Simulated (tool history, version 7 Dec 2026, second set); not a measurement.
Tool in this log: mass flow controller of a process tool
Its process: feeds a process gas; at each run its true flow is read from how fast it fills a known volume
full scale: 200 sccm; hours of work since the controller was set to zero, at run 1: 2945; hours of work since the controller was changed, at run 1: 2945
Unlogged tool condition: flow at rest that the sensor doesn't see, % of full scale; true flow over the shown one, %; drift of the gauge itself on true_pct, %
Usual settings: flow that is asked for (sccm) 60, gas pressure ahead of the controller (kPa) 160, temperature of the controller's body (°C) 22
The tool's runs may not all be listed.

| run | hour | flow that is asked for (sccm) | gas pressure ahead of the controller (kPa) | temperature of the controller's body (°C) | hours of work since the controller was set to zero | hours of work since the controller was changed | true flow (%) |
|---|---|---|---|---|---|---|---|
| 1 | 0.0 | 60 | 160 | 22 | 2945 | 2945 | 101.49 |
| 2 | 345.6 | 60 | 160 | 22 | 3127 | 3127 | 101.59 |
| 3 | 620.8 | 60 | 160 | 22 | 3271 | 3271 | 101.64 |
| 4 | 1131.2 | 40 | 160 | 22 | 3539 | 3539 | 102.37 |
| 5 | 1579.4 | 60 | 267 | 22 | 3775 | 3775 | 102.19 |
| 6 | 2086.3 | 60 | 267 | 22 | 4041 | 4041 | 102.39 |
| 7 | 2471.7 | 29 | 159 | 34 | 4243 | 4243 | 102.53 |
| 8 | 2862.3 | 29 | 159 | 34 | 4449 | 4449 | 102.89 |
| 9 | 3318.9 | 90 | 209 | 22 | 4688 | 4688 | 102.38 |
| 10 | 3758.9 | 30 | 211 | 22 | 4920 | 4920 | 104.40 |
| 11 | 4201.8 | 30 | 211 | 22 | 5152 | 5152 | 104.60 |
| 12 | 4489.5 | 60 | 160 | 26 | 5303 | 5303 | 102.68 |

What if the next run were any one of these 5? Each begins from the tool's condition after run 12:
|  | 4630.0 | controller's zero set anew |
| A | 4731.6 | 60 | 224 | 26 | 53 | 5430 | ? |
|  | 4630.0 | controller's zero set anew |
| B | 4731.6 | 105 | 208 | 27 | 53 | 5430 | ? |
|  | 4630.0 | controller's zero set anew |
| C | 4731.6 | 57 | 160 | 27 | 53 | 5430 | ? |
|  | 4630.0 | controller's zero set anew |
| D | 4731.6 | 60 | 193 | 22 | 53 | 5430 | ? |
|  | 4630.0 | controller's zero set anew |
| E | 4731.6 | 25 | 246 | 26 | 53 | 5430 | ? |

| run | true flow (%) |
|---|---|
| A | 101.28 |
| B | 101.24 |
| C | 101.14 |
| D | 101.46 |
| E | 101.17 |
Without the tool's unlogged condition, the same runs would have read:
| run | true flow (%) |
|---|---|
| A | 99.30 |
| B | 99.27 |
| C | 99.16 |
| D | 99.48 |
| E | 99.11 |

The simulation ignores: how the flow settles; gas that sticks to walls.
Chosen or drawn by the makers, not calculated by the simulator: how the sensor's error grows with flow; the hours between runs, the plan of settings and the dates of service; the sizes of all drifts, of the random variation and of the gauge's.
